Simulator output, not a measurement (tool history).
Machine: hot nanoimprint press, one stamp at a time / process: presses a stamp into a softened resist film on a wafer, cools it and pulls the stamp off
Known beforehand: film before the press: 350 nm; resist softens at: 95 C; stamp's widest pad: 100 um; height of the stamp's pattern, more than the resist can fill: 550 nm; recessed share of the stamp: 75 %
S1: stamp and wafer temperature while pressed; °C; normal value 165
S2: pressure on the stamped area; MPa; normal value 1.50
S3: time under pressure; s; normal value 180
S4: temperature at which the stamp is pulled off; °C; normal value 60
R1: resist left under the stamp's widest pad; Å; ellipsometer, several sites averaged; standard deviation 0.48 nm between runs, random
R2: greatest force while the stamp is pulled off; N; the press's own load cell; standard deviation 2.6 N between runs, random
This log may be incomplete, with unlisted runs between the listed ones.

run    hour   S1    S2   S3  S4    R1   R2
  1     0.0  165  1.50  180  60  2085  121
       35.6  -- plate thermocouple calibrated
       41.6  -- stamp cleaned and given a new release coat
  2    69.1  165  1.50  180  60  2088  120
  3   104.8  165  1.50  180  60  2088  118
  4   168.5  165  1.50  140  60  2238  119
  5   202.1  165  1.50  180  60  2077  122
  6   241.2  165  2.23  180  60  1773  118
  7   269.2  165  1.69  180  60  1986  121
  8   319.8  165  1.50  180  60  2070  117
  9   347.1  165  1.50  180  60  2069  124
 10   375.5  165  1.50  212  60  1974  121
 11   406.3  165  1.50  240  60  1889  119
 12   468.4  165  1.50  240  60  1885  119
      504.8  -- stamp cleaned and given a new release coat
 13   537.8  165  1.50  240  60  1889  120
      579.3  -- press's hydraulic seals changed and the load cell set to zero
 14   593.2  165  1.50  240  60  1887  119
 15   656.5  165  1.50  180  60  2056  119
 16   719.2  157  0.94  105  60  3118  123
 17   746.7  170  1.50   93  60  2106  124
 18   807.5  177  2.12  103  58  1351  128
 19   855.0  177  2.12  103  58  1355  127
 20   886.5  165  1.50  180  59  2057  124
 21   921.4  165  1.06  258  60  2102  119
      974.4  -- stamp cleaned and given a new release coat
 22   976.9  165  1.06  258  60  2103  118
     1016.0  -- plate thermocouple calibrated
 23  1027.8  165  1.66  310  60  1649  123
 24  1084.3  154  2.26  212  49  2511  164
 25  1142.5  154  2.26  212  49  2493  164
     1173.9  -- gauge calibrated
 26  1207.0  154  2.26  212  49  2544  159
 27  1256.9  154  2.26  212  49  2534  164
 28  1312.0  154  1.45  336  49  2595  157
 29  1356.7  154  1.11  154  60  3093  119

3 options for the next run, each taken on its own from the tool as it stands now. Forecast them:
  A  1391.2  154  1.50  180  60   ?   ?
  B  1391.2  154  1.71  154  60   ?   ?
  C  1391.2  175  1.11  216  63   ?   ?

run    R1   R2
  A  2884  124
  B  2882  122
  C  1518  108
The same runs, with their run-to-run variation unchanged, on a tool lacking any hidden condition would have given:
run    R1   R2
  A  2895  124
  B  2893  121
  C  1524  107
